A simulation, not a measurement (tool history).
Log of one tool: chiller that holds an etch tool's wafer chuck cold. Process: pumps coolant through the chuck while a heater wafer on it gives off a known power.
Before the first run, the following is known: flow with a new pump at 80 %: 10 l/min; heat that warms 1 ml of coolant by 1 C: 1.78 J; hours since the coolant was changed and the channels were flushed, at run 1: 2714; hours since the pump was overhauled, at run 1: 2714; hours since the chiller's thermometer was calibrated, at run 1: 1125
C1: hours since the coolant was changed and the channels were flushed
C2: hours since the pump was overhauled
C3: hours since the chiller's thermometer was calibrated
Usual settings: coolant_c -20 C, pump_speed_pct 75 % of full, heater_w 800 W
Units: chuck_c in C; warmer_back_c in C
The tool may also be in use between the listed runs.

Run 1, day 0.000: usual settings; C1 2714; C2 2714; C3 1125. Result: chuck_c -10.2 C, warmer_back_c 2.93 C.
Run 2, day 2.842: usual settings; C1 2782; C2 2782; C3 1193. Result: chuck_c -10.3 C, warmer_back_c 2.95 C.
Run 3, day 5.008: usual settings but pump_speed_pct 81 % of full; C1 2834; C2 2834; C3 1245. Result: chuck_c -11.2 C, warmer_back_c 2.75 C.
Run 4, day 7.942: usual settings but pump_speed_pct 81 % of full; C1 2904; C2 2904; C3 1315. Result: chuck_c -11.1 C, warmer_back_c 2.69 C.
Run 5, day 10.200: usual settings but coolant_c -19 C; C1 2958; C2 2958; C3 1369. Result: chuck_c -9.5 C, warmer_back_c 2.95 C.
Run 6, day 11.650: usual settings but coolant_c -19 C; C1 2993; C2 2993; C3 1404. Result: chuck_c -9.3 C, warmer_back_c 2.95 C.
Run 7, day 14.158: usual settings but coolant_c -19 C; C1 3053; C2 3053; C3 1464. Result: chuck_c -9.4 C, warmer_back_c 3.00 C.
Run 8, day 16.821: usual settings but coolant_c -19 C; C1 3117; C2 3117; C3 1528. Result: chuck_c -9.5 C, warmer_back_c 2.91 C.
Run 9, day 18.921: usual settings but coolant_c -19 C; C1 3168; C2 3168; C3 1579. Result: chuck_c -9.4 C, warmer_back_c 3.00 C.
Run 10, day 22.183: usual settings but coolant_c -19 C; C1 3246; C2 3246; C3 1657. Result: chuck_c -9.4 C, warmer_back_c 3.00 C.
Run 11, day 24.558: usual settings but pump_speed_pct 99 % of full; C1 3303; C2 3303; C3 1714. Result: chuck_c -12.6 C, warmer_back_c 2.31 C.
Run 12, day 27.038: usual settings but coolant_c -15 C; C1 3363; C2 3363; C3 1773. Result: chuck_c -5.7 C, warmer_back_c 3.06 C.
Run 13, day 29.396: usual settings but coolant_c -10 C; C1 3419; C2 3419; C3 1830. Result: chuck_c -0.3 C, warmer_back_c 3.08 C.
At day 31.754: coolant changed, channels flushed.
Run 14, day 31.783: usual settings; C1 1; C2 3470; C3 1881. Result: chuck_c -10.5 C, warmer_back_c 3.06 C.
Run 15, day 34.425: usual settings; C1 64; C2 3534; C3 1945. Result: chuck_c -10.3 C, warmer_back_c 3.17 C.
Run 16, day 36.954: usual settings; C1 125; C2 3595; C3 2005. Result: chuck_c -10.5 C, warmer_back_c 3.11 C.
Run 17, day 39.046: usual settings but coolant_c -21 C, pump_speed_pct 67 % of full; C1 175; C2 3645; C3 2056. Result: chuck_c -10.4 C, warmer_back_c 3.52 C.
Run 18, day 42.050: usual settings but coolant_c -21 C, pump_speed_pct 63 % of full, heater_w 563 W; C1 247; C2 3717; C3 2128. Result: chuck_c -12.8 C, warmer_back_c 2.68 C.

What will run 19 give?
Run 19, day 44.271: usual settings but coolant_c -18 C, pump_speed_pct 63 % of full; C1 300; C2 3770; C3 2181. Result: chuck_c ?, warmer_back_c ?.

chuck_c: -6.8 C
warmer_back_c: 3.75 C
On a tool with no hidden condition, and with the same random variation, this run would have come out at chuck_c -6.9 C, warmer_back_c 3.49 C.
